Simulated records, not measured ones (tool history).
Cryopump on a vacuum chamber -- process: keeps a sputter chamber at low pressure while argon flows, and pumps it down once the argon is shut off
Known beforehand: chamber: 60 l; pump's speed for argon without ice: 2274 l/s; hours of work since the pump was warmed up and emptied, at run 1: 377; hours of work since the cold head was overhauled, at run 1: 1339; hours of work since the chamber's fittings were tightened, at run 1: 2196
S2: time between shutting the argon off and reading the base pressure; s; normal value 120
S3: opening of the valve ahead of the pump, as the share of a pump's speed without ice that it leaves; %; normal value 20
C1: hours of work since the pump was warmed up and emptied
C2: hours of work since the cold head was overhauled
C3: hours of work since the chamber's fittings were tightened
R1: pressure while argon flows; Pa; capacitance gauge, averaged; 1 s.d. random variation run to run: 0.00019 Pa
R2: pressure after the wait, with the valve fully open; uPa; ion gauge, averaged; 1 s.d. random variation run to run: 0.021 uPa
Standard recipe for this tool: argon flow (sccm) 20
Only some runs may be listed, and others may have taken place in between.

run 1 hour=0 | argon_flow_(sccm)=20 S2=120 S3=20 | C1=377 C2=1339 C3=2196 | R1=0.0774 R2=1.1
run 2 hour=39.9 | argon_flow_(sccm)=20 S2=120 S3=20 | C1=410 C2=1373 C3=2230 | R1=0.0775 R2=1.09
run 3 hour=61.5 | argon_flow_(sccm)=20 S2=120 S3=20 | C1=429 C2=1391 C3=2248 | R1=0.0774 R2=1.13
run 4 hour=98.2 | argon_flow_(sccm)=20 S2=120 S3=35 | C1=459 C2=1422 C3=2279 | R1=0.046 R2=1.17
-- hour=113.3 pump warmed up, emptied and cooled again
run 5 hour=130.8 | argon_flow_(sccm)=20 S2=106 S3=20 | C1=15 C2=1445 C3=2302 | R1=0.0746 R2=1.05
run 6 hour=150.1 | argon_flow_(sccm)=20 S2=106 S3=20 | C1=31 C2=1461 C3=2318 | R1=0.0745 R2=1.05
run 7 hour=182.6 | argon_flow_(sccm)=20 S2=106 S3=20 | C1=58 C2=1489 C3=2346 | R1=0.075 R2=1.04
run 8 hour=221.3 | argon_flow_(sccm)=20 S2=120 S3=20 | C1=91 C2=1521 C3=2378 | R1=0.0748 R2=1.03
run 9 hour=248.3 | argon_flow_(sccm)=20 S2=120 S3=28 | C1=114 C2=1544 C3=2401 | R1=0.0539 R2=0.95
run 10 hour=265 | argon_flow_(sccm)=20 S2=120 S3=28 | C1=128 C2=1558 C3=2415 | R1=0.0541 R2=1.06
run 11 hour=286.6 | argon_flow_(sccm)=14 S2=120 S3=28 | C1=146 C2=1576 C3=2433 | R1=0.0381 R2=1.12
run 12 hour=306.5 | argon_flow_(sccm)=20 S2=120 S3=20 | C1=163 C2=1593 C3=2450 | R1=0.0757 R2=1.06
run 13 hour=323.2 | argon_flow_(sccm)=20 S2=120 S3=20 | C1=177 C2=1607 C3=2464 | R1=0.0754 R2=1.07
run 14 hour=340.6 | argon_flow_(sccm)=20 S2=120 S3=20 | C1=191 C2=1622 C3=2479 | R1=0.0757 R2=1.09
run 15 hour=364.7 | argon_flow_(sccm)=20 S2=120 S3=20 | C1=212 C2=1642 C3=2499 | R1=0.0758 R2=1.07
run 16 hour=395.6 | argon_flow_(sccm)=20 S2=120 S3=20 | C1=238 C2=1668 C3=2525 | R1=0.076 R2=1.14
run 17 hour=433.7 | argon_flow_(sccm)=20 S2=120 S3=20 | C1=270 C2=1700 C3=2557 | R1=0.076 R2=1.14
run 18 hour=451.3 | argon_flow_(sccm)=38 S2=82 S3=20 | C1=285 C2=1715 C3=2572 | R1=0.145 R2=1.31
run 19 hour=479.9 | argon_flow_(sccm)=20 S2=47 S3=58 | C1=309 C2=1739 C3=2596 | R1=0.0277 R2=1.7
run 20 hour=518.2 | argon_flow_(sccm)=20 S2=47 S3=58 | C1=341 C2=1771 C3=2628 | R1=0.0276 R2=1.77
run 21 hour=540.8 | argon_flow_(sccm)=9 S2=46 S3=21 | C1=360 C2=1790 C3=2647 | R1=0.0329 R2=1.76
run 22 hour=575.8 | argon_flow_(sccm)=34 S2=46 S3=43 | C1=390 C2=1820 C3=2677 | R1=0.0636 R2=1.88
run 23 hour=592.4 | argon_flow_(sccm)=34 S2=218 S3=18 | C1=403 C2=1834 C3=2691 | R1=0.1452 R2=1.06
run 24 hour=628.3 | argon_flow_(sccm)=25 S2=229 S3=21 | C1=434 C2=1864 C3=2721 | R1=0.0929 R2=1.05
run 25 hour=650.2 | argon_flow_(sccm)=35 S2=229 S3=35 | C1=452 C2=1882 C3=2739 | R1=0.0801 R2=1.06
run 26 hour=667.3 | argon_flow_(sccm)=35 S2=54 S3=39 | C1=467 C2=1897 C3=2754 | R1=0.0732 R2=1.75
-- hour=674.4 pump warmed up, emptied and cooled again
run 27 hour=709.8 | argon_flow_(sccm)=20 S2=120 S3=55 | C1=30 C2=1928 C3=2785 | R1=0.0275 R2=1.11
run 28 hour=748.7 | argon_flow_(sccm)=20 S2=23 S3=29 | C1=63 C2=1961 C3=2818 | R1=0.0516 R2=2.75
run 29 hour=765.3 | argon_flow_(sccm)=12 S2=183 S3=18 | C1=77 C2=1975 C3=2832 | R1=0.0499 R2=1.02
run 30 hour=782.8 | argon_flow_(sccm)=12 S2=183 S3=18 | C1=91 C2=1990 C3=2847 | R1=0.0504 R2=0.99

Expected results for the next run?
run 31 hour=800.8 | argon_flow_(sccm)=9 S2=284 S3=44 | C1=106 C2=2005 C3=2862 | R1=? R2=?

{"run 31": {"R1": 0.0156, "R2": 0.91}}
Had the tool carried no hidden state, the very same run would have given R1 0.0152 Pa, R2 0.28 uPa.

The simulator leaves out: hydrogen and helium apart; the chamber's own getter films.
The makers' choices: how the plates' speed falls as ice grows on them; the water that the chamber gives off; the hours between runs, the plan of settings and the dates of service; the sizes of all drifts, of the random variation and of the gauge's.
